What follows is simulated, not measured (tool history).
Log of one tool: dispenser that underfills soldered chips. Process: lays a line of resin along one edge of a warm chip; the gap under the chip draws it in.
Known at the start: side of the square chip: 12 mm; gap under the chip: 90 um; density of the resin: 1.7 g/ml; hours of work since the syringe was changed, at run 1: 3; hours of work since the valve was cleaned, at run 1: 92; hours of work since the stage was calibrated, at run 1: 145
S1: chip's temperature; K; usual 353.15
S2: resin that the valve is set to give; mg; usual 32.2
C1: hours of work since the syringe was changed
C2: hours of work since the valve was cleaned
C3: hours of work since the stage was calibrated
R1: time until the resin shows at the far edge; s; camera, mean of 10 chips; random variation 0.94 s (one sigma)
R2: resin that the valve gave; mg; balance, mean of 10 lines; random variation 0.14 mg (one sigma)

run   hour      S1    S2  C1   C2   C3     R1     R2
  1    0.0  353.15  32.2   3   92  145  111.3  29.90
  2    7.5  358.15  32.2   8   97  150  118.8  29.71
       8.2  -- new syringe of resin
  3   14.9  353.15  33.1   4  102  155  119.5  30.13
      20.7  -- new syringe of resin
  4   21.4  353.15  33.1   0  106  159   94.3  30.36
  5   28.5  353.15  29.4   5  110  163  131.5  26.75
      33.3  -- new syringe of resin
  6   35.3  363.15  29.4   1  115  167   65.3  26.62
  7   39.8  363.15  29.4   4  118  170   77.1  26.62
  8   44.8  353.15  32.2   7  121  174  152.5  28.93
      45.8  -- new syringe of resin
      47.9  -- dispensing valve cleaned and set on the balance
  9   52.5  353.15  32.2   4    3  178  115.8  32.21
 10   57.4  353.15  32.2   7    6  181  143.6  32.06
      59.3  -- new syringe of resin
 11   61.9  353.15  32.2   2    9  184  102.9  31.85
 12   66.0  365.15  32.2   4   11  186   67.6  31.96
      72.1  -- new syringe of resin
 13   73.0  355.15  32.2   1   16  191   85.7  31.79
 14   77.2  355.15  32.2   3   19  193  104.8  31.81
      84.6  -- new syringe of resin
 15   86.2  355.15  32.2   1   24  199   89.5  31.54
 16   94.0  355.15  32.2   6   29  204  125.3  31.57
      97.2  -- new syringe of resin
 17  103.5  355.15  32.2   4   35  210  110.5  31.11
 18  108.9  353.15  32.2   8   39  213  147.9  31.27
     110.0  -- new syringe of resin
 19  113.8  363.15  30.8   2   42  216   68.2  29.59
     123.0  -- new syringe of resin
 20  123.3  367.15  41.3   0   48  222   47.6  39.64
 21  132.4  367.15  41.3   6   53  228   67.6  39.34
     136.0  -- new syringe of resin
 22  140.5  367.15  41.3   3   58  233   56.3  39.33
     148.7  -- new syringe of resin
 23  148.7  353.15  31.4   0   64  238   91.3  30.01
 24  156.0  353.15  31.4   5   68  243  125.8  29.59
     161.5  -- new syringe of resin
 25  164.1  353.15  31.4   2   73  248  105.8  29.70
 26  172.4  353.15  31.4   7   79  253  147.6  29.35
     174.3  -- new syringe of resin
 27  179.3  343.15  29.1   3   83  258  202.3  27.09
 28  184.1  343.15  38.7   6   86  261  231.0  35.92
     187.2  -- new syringe of resin
 29  192.8  343.15  38.7   4   91  266  196.3  35.81
     199.9  -- new syringe of resin
 30  201.0  351.15  27.4   1   96  271  116.7  25.06
 31  209.8  348.15  32.1   6  102  277  184.3  29.57
     212.6  -- new syringe of resin
 32  215.5  361.15  33.9   2  106  280   69.4  30.80
 33  222.4  355.15  31.4   6  110  285  129.5  28.37
     225.2  -- new syringe of resin
 34  228.3  353.15  39.4   2  114  288  103.4  35.68
 35  234.5  353.15  39.4   6  118  292  134.5  35.38
     238.0  -- new syringe of resin
     242.3  -- dispensing valve cleaned and set on the balance
 36  244.1  347.15  32.2   3    1  298  157.7  32.48

The same runs without the tool's hidden state, with the same run-to-run variation:
The hidden state here: resin's viscosity, % of fresh resin's; dose that the valve gives, % of what is set; true chip temperature over the reading, C; drift of the gauge itself on fill_s, %; drift of the gauge itself on given_mg, %.
run     R1     R2
  1   90.1  32.31
  2   70.3  32.26
  3   89.3  32.85
  4   88.6  33.22
  5   90.7  29.38
  6   56.9  29.37
  7   55.6  29.44
  8   90.0  32.09
  9   89.4  32.28
 10   90.2  32.21
 11   89.6  32.08
 12   49.6  32.25
 13   79.5  32.19
 14   81.6  32.28
 15   80.5  32.18
 16   81.2  32.35
 17   82.8  32.05
 18   88.2  32.31
 19   55.8  30.66
 20   45.5  41.28
 21   43.9  41.21
 22   44.1  41.37
 23   89.0  31.68
 24   90.2  31.37
 25   90.5  31.62
 26   89.2  31.42
 27  153.7  29.12
 28  145.8  38.71
 29  147.9  38.79
 30  103.5  27.27
 31  114.4  32.36
 32   59.4  33.83
 33   82.0  31.28
 34   87.5  39.46
 35   87.7  39.29
 36  121.8  32.52
